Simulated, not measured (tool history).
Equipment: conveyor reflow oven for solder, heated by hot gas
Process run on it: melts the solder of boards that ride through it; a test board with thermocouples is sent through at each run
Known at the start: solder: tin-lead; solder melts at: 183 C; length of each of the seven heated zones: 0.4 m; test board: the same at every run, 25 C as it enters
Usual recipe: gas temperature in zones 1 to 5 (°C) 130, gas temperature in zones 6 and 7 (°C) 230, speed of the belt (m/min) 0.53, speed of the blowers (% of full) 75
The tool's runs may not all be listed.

run	day	gas temperature in zones 1 to 5 (°C)	gas temperature in zones 6 and 7 (°C)	speed of the belt (m/min)	speed of the blowers (% of full)	highest temperature of the board (°C)	time above the solder's melting point (s)
1	0	130	230	0.53	75	213	61.6
2	0.904	130	230	0.53	75	213.7	61.5
3	2.092	130	230	0.53	75	213.1	61.1
4	3.421	130	230	0.53	63	210	55.9
5	4.479	130	230	0.53	63	209.5	56
6	5.708	130	230	0.53	63	209.6	56.3
7	6.392	130	230	0.53	75	213.5	61.8
8	7.588	130	230	0.568	75	210.7	53.5
9	8.783	144	230	0.53	75	215.1	69.7
10	9.417	130	239	0.53	75	221	68.3
11	10.408	130	239	0.53	52	211.9	57.9
12	11.875	130	239	0.53	52	212.3	59.4
13	12.908	141	239	0.53	52	215.2	67.3
14	14.075	141	239	0.53	52	215.3	66.7
15	15.292	141	239	0.53	52	214.6	66.6
16	16	141	239	0.53	52	215.1	65.6
17	16.754	130	244	0.495	64	224.2	75.9
# day 17.05: flux residue cleaned out of gas plates and filters
18	17.558	119	223	0.551	57	194.1	25.9
19	18.954	134	223	0.429	65	209.5	72.6
20	19.658	134	223	0.429	65	209.3	73.5
21	20.796	143	230	0.531	75	212.8	65
22	21.6	143	230	0.531	75	212.4	65.3
23	22.646	130	226	0.475	75	209.9	64.5
24	23.917	130	226	0.559	75	204.1	45.6
25	24.904	135	224	0.559	75	203.3	46.8
# day 25.475: flux residue cleaned out of gas plates and filters, once more
26	26.058	137	224	0.632	53	197.1	32.1
27	27.433	137	224	0.632	53	197.4	31.9
# day 28.862: thermocouples of zones 6 and 7 changed
28	28.992	144	226	0.632	53	199.3	36.6
29	30.271	130	230	0.505	75	215	67.3
30	31.104	130	230	0.427	51	212.3	75.7

Below are 4 alternative next runs, each starting from the tool's condition after run 30. Predict each:
A	32.408	130	236	0.53	75	?	?
B	32.408	116	230	0.53	80	?	?
C	32.408	125	244	0.459	75	?	?
D	32.408	130	229	0.479	74	?	?

run	highest temperature of the board (°C)	time above the solder's melting point (s)
A	218.4	67
B	211.8	56.3
C	229.5	86.5
D	214.8	72.8
With no hidden state in the tool, these same runs would have given:
run	highest temperature of the board (°C)	time above the solder's melting point (s)
A	218.8	66.1
B	212.2	55.8
C	229.9	85.2
D	215.1	72
